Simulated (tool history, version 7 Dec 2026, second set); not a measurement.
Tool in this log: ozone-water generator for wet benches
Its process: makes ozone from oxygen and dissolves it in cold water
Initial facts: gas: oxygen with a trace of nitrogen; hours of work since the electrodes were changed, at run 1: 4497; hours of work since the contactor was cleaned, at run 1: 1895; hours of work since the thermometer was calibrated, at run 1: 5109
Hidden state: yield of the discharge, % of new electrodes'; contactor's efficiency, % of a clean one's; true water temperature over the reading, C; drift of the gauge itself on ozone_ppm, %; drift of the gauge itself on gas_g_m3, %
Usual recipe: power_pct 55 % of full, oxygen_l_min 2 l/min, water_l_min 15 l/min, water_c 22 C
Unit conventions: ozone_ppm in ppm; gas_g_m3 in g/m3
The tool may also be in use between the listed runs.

| run | hour | power_pct | oxygen_l_min | water_l_min | water_c | hours of work since the electrodes were changed | hours of work since the contactor was cleaned | hours of work since the thermometer was calibrated | ozone_ppm | gas_g_m3 |
|---|---|---|---|---|---|---|---|---|---|---|
| 1 | 0 | 55 | 2 | 15 | 22 | 4497 | 1895 | 5109 | 9.9 | 135.2 |
|  | 210.9 | water thermometer calibrated |
| 2 | 220.9 | 55 | 2 | 15 | 22 | 4644 | 2042 | 7 | 10.3 | 133.2 |
| 3 | 321.2 | 55 | 3.3 | 15 | 22 | 4711 | 2109 | 74 | 11.6 | 111.1 |
| 4 | 494.1 | 65 | 2 | 15 | 22 | 4826 | 2225 | 189 | 10.5 | 139.7 |
| 5 | 657.5 | 55 | 2.78 | 15 | 22 | 4936 | 2334 | 298 | 10.9 | 114.7 |
| 6 | 788.7 | 44 | 2 | 15 | 22 | 5023 | 2422 | 386 | 8.9 | 119.6 |
| 7 | 885.4 | 55 | 2 | 15 | 16 | 5088 | 2486 | 451 | 10.2 | 127.8 |
| 8 | 1103 | 72 | 3.42 | 15 | 24 | 5233 | 2632 | 596 | 11.7 | 116.1 |
| 9 | 1254.6 | 72 | 3.42 | 15 | 24 | 5334 | 2733 | 697 | 11.8 | 115.4 |

Run 10 is up next; what results do you expect?
| 10 | 1369.6 | 72 | 3.42 | 15 | 24 | 5411 | 2810 | 774 | ? | ? |

ozone_ppm: 11.5 ppm
gas_g_m3: 114.3 g/m3
The same run, on a tool lacking any hidden state, would have yielded ozone_ppm 17.4 ppm, gas_g_m3 169.3 g/m3.
